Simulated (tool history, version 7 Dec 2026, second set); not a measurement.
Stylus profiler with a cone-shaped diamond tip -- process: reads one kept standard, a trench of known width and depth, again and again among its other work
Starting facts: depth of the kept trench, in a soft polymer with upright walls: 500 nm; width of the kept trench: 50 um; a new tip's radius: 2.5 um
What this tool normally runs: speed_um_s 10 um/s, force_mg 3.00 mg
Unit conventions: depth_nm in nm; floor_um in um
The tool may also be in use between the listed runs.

Run 1, hour 0.0: usual settings. Result: depth_nm 511.87 nm, floor_um 44.88 um.
Run 2, hour 46.7: usual settings. Result: depth_nm 511.87 nm, floor_um 44.84 um.
Run 3, hour 90.6: usual settings but force_mg 2.89 mg. Result: depth_nm 511.81 nm, floor_um 44.85 um.
Run 4, hour 156.7: usual settings but force_mg 2.89 mg. Result: depth_nm 511.85 nm, floor_um 44.81 um.
Run 5, hour 193.5: usual settings but force_mg 2.89 mg. Result: depth_nm 511.72 nm, floor_um 44.84 um.
Run 6, hour 227.0: usual settings but speed_um_s 5 um/s, force_mg 2.89 mg. Result: depth_nm 511.67 nm, floor_um 44.79 um.
Run 7, hour 259.5: usual settings but speed_um_s 5 um/s, force_mg 2.26 mg. Result: depth_nm 510.82 nm, floor_um 44.75 um.
Run 8, hour 294.5: usual settings but speed_um_s 5 um/s, force_mg 2.26 mg. Result: depth_nm 510.44 nm, floor_um 44.73 um.
Run 9, hour 362.6: usual settings but speed_um_s 5 um/s, force_mg 2.26 mg. Result: depth_nm 511.01 nm, floor_um 44.73 um.
Run 10, hour 403.1: usual settings but speed_um_s 5 um/s, force_mg 2.26 mg. Result: depth_nm 510.86 nm, floor_um 44.65 um.
At hour 441.0: height scale calibrated on a step standard.
Run 11, hour 444.4: usual settings but speed_um_s 4 um/s. Result: depth_nm 508.51 nm, floor_um 44.66 um.
Run 12, hour 510.4: usual settings but speed_um_s 4 um/s. Result: depth_nm 508.47 nm, floor_um 44.63 um.
Run 13, hour 540.0: usual settings but speed_um_s 5 um/s, force_mg 3.45 mg. Result: depth_nm 509.32 nm, floor_um 44.53 um.
Run 14, hour 604.0: usual settings but speed_um_s 4 um/s, force_mg 7.45 mg. Result: depth_nm 516.03 nm, floor_um 44.56 um.
Run 15, hour 638.0: usual settings but speed_um_s 4 um/s, force_mg 7.45 mg. Result: depth_nm 515.78 nm, floor_um 44.51 um.
Run 16, hour 678.0: usual settings but speed_um_s 39 um/s, force_mg 3.90 mg. Result: depth_nm 510.31 nm, floor_um 44.40 um.
Run 17, hour 741.3: usual settings but speed_um_s 3 um/s, force_mg 8.74 mg. Result: depth_nm 517.86 nm, floor_um 44.51 um.
Run 18, hour 789.4: usual settings but speed_um_s 25 um/s, force_mg 2.23 mg. Result: depth_nm 507.53 nm, floor_um 44.41 um.
Run 19, hour 823.7: usual settings but speed_um_s 2 um/s, force_mg 1.96 mg. Result: depth_nm 506.91 nm, floor_um 44.45 um.
Run 20, hour 854.9: usual settings but speed_um_s 2 um/s, force_mg 1.96 mg. Result: depth_nm 506.91 nm, floor_um 44.44 um.
Run 21, hour 893.8: usual settings but speed_um_s 7 um/s. Result: depth_nm 509.21 nm, floor_um 44.38 um.
Run 22, hour 954.5: usual settings but speed_um_s 8 um/s, force_mg 2.92 mg. Result: depth_nm 508.95 nm, floor_um 44.36 um.
Run 23, hour 985.1: usual settings but speed_um_s 8 um/s, force_mg 2.92 mg. Result: depth_nm 509.06 nm, floor_um 44.28 um.
Run 24, hour 1015.0: usual settings but speed_um_s 8 um/s, force_mg 2.92 mg. Result: depth_nm 509.01 nm, floor_um 44.31 um.

Here are 5 independent what-if runs from the current tool condition. What would each one return?
At hour 1033.8: new tip fitted, height scale calibrated.
Run A, hour 1051.9: usual settings but speed_um_s 8 um/s, force_mg 3.81 mg. Result: depth_nm ?, floor_um ?.
At hour 1033.8: new tip fitted, height scale calibrated.
Run B, hour 1051.9: usual settings but speed_um_s 16 um/s, force_mg 7.50 mg. Result: depth_nm ?, floor_um ?.
At hour 1033.8: new tip fitted, height scale calibrated.
Run C, hour 1051.9: usual settings but speed_um_s 40 um/s, force_mg 4.78 mg. Result: depth_nm ?, floor_um ?.
At hour 1033.8: new tip fitted, height scale calibrated.
Run D, hour 1051.9: usual settings but speed_um_s 19 um/s, force_mg 4.37 mg. Result: depth_nm ?, floor_um ?.
At hour 1033.8: new tip fitted, height scale calibrated.
Run E, hour 1051.9: usual settings but speed_um_s 8 um/s, force_mg 4.46 mg. Result: depth_nm ?, floor_um ?.

run  depth_nm  floor_um
  A    510.05     47.02
  B    515.49     47.00
  C    511.64     46.90
  D    510.89     46.98
  E    511.12     46.95
Had the tool no hidden state, the same runs would have come out as:
run  depth_nm  floor_um
  A    509.95     47.04
  B    515.39     47.01
  C    511.54     46.91
  D    510.79     46.99
  E    511.03     46.96

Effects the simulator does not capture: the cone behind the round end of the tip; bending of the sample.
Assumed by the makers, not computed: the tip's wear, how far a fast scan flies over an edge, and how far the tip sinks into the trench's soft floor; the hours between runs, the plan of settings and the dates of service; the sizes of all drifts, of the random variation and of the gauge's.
